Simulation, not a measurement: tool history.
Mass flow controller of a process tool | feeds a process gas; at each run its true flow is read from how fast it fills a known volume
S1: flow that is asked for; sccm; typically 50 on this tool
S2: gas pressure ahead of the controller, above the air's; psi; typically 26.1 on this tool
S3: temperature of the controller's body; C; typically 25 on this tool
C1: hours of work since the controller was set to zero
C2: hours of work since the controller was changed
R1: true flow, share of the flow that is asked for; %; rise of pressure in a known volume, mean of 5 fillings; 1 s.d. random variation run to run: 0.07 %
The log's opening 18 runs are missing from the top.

run,day,S1,S2,S3,C1,C2,R1
19,50.725,18,26.1,25,972,972,98.65
20,53.125,18,26.1,25,1015,1015,98.35
21,55.583,24,26.1,25,1058,1058,98.60
22,59.104,24,26.1,25,1120,1120,98.65
23,60.825,24,26.1,25,1151,1151,98.70
24,64.117,35,27.8,20,1209,1209,98.73
25,67.112,40,21.8,29,1262,1262,99.22
26,70.029,40,23.5,24,1313,1313,98.84
27,71.758,39,23.5,25,1344,1344,98.94
28,75.104,44,23.5,25,1403,1403,98.86
29,77.171,67,40.2,37,1439,1439,99.88
30,80.338,13,25.7,37,1495,1495,99.11
31,83.683,14,32.9,27,1554,1554,98.48
32,86.358,14,32.9,27,1602,1602,98.54
33,88.733,77,35.0,26,1643,1643,99.55
34,90.679,100,24.7,38,1678,1678,100.73
35,93.117,36,32.5,25,1721,1721,98.76
36,95.242,36,32.5,25,1758,1758,98.81
37,97.933,36,32.5,25,1806,1806,98.78

Predict each of these 5 candidate next runs independently; none follows another, all start after run 37:
A,99.929,57,32.5,28,1841,1841,?
B,99.929,28,40.5,21,1841,1841,?
C,99.929,28,28.9,39,1841,1841,?
D,99.929,22,39.0,24,1841,1841,?
E,99.929,21,24.9,27,1841,1841,?

run,R1
A,99.29
B,98.18
C,99.53
D,98.33
E,98.78
The same runs, with their run-to-run variation unchanged, on a tool lacking any hidden condition would have given:
run,R1
A,99.28
B,98.17
C,99.52
D,98.32
E,98.77
